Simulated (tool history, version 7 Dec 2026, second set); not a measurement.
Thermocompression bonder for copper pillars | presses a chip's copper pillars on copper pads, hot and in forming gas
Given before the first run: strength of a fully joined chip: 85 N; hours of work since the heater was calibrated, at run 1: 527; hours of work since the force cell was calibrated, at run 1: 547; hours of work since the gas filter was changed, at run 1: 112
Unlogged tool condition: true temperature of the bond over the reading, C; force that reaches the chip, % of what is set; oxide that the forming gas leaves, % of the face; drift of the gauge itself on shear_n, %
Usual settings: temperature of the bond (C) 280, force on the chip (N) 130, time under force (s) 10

run,hour,temperature of the bond (C),force on the chip (N),time under force (s),hours of work since the heater was calibrated,hours of work since the force cell was calibrated,hours of work since the gas filter was changed,force that shears a chip off (N)
1,0.0,280,130,10,527,547,112,58.3
2,13.7,280,130,10,537,557,122,59.1
# hour 21.7: forming gas filter changed
3,30.2,280,130,10,549,568,6,59.0
4,39.0,280,130,10,555,574,12,58.0
5,50.8,280,130,10,563,583,21,58.7
6,63.3,280,130,10,572,592,30,58.0
7,78.5,280,130,10,583,603,40,59.1
8,96.5,280,130,10,596,615,53,59.1
9,110.0,280,130,10,605,625,63,59.3
10,120.1,280,130,10,612,632,70,58.9
11,138.8,295,130,10,626,645,83,63.3
12,151.0,280,130,10,634,654,92,57.5
13,167.0,280,130,10,646,665,103,59.2
14,184.8,280,130,11,658,678,116,60.7
# hour 201.0: forming gas filter changed
15,204.4,280,130,11,672,692,2,60.3
16,212.7,280,130,11,678,698,8,60.9
17,222.9,307,130,11,685,705,16,68.8
18,240.2,280,130,6,698,717,28,50.6
19,256.6,280,130,6,709,729,40,50.4
20,267.0,280,130,6,717,736,47,50.2
21,286.7,280,167,13,731,750,61,68.4
22,296.2,273,100,11,737,757,68,51.3
23,314.7,273,100,6,751,770,81,41.1
24,327.2,265,100,6,759,779,90,39.4
25,337.4,265,100,6,767,786,97,39.3

Expected results for the next run?
26,356.0,271,136,13,780,799,110,?

For run 26 the tool returned force that shears a chip off (N) 61.1.
Were there no unlogged condition in the tool, this run, its random variation unchanged, would have produced force that shears a chip off (N) 61.2.

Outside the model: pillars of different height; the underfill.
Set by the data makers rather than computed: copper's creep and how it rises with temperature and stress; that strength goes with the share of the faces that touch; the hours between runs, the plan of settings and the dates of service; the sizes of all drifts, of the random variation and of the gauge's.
